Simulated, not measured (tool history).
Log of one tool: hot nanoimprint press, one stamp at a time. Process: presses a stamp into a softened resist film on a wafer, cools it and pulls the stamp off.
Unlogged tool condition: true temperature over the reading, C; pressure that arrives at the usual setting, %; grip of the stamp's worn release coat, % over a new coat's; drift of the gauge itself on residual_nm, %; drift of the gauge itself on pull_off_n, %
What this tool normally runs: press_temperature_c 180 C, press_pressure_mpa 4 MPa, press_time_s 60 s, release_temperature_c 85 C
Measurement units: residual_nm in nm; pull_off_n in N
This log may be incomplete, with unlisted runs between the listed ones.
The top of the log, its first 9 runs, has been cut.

run	hour	press_temperature_c	press_pressure_mpa	press_time_s	release_temperature_c	hours of work since the thermocouple was calibrated	imprints on the stamp's release coat	hours of work since the press's seals were changed	residual_nm	pull_off_n
10	369.1	180	4	60	81	332	638	32	229.3	215
11	399.5	180	4	60	81	345	680	45	229.9	224
12	447.5	180	4	60	81	366	746	66	231.9	223
13	499.9	180	4	60	81	389	818	89	233	226
14	533.1	180	4	60	81	404	864	104	230.8	225
15	574.8	180	4	60	81	422	922	122	232.1	242
16	625.5	180	3.16	60	85	444	992	145	259.9	220
# hour 653.5: plate thermocouple calibrated
17	654	188	3.23	70	83	0	1027	156	199.1	222
18	699.6	188	3.23	70	83	20	1090	176	199	221
19	739.7	182	4.85	42	92	38	1145	193	217.4	176
20	794.9	182	4.85	42	92	62	1222	218	217	181
21	828.9	182	4.85	42	92	77	1269	232	217.9	190
22	863.8	182	4.85	42	92	92	1317	248	218.2	188
23	915.6	169	2.76	108	91	115	1388	271	292.2	192
24	965.7	169	2.76	108	91	137	1457	293	290	195
25	1001.7	169	2.76	108	91	153	1507	308	290.5	198
26	1042.3	169	2.76	108	91	171	1563	326	293.4	206
27	1069.4	185	3.38	76	72	183	1601	338	205.7	337
28	1116.6	185	3.38	76	72	203	1666	359	206.8	325
29	1169.2	175	3.38	98	92	226	1739	382	242	213
30	1216.1	175	3.38	98	92	247	1803	402	243.4	213

Branching from run 30: 4 alternative next runs. What would each branch give?
A	1263.7	175	3.38	98	87	268	1869	423	?	?
B	1263.7	175	2.7	98	83	268	1869	423	?	?
C	1263.7	172	4	55	90	268	1869	423	?	?
D	1263.7	190	3.38	98	83	268	1869	423	?	?

run	residual_nm	pull_off_n
A	243.8	246
B	269.1	273
C	281.3	235
D	171.1	263
Without the tool's unlogged condition, the same runs would have read:
run	residual_nm	pull_off_n
A	235.7	151
B	261.4	169
C	272.7	144
D	165.4	163
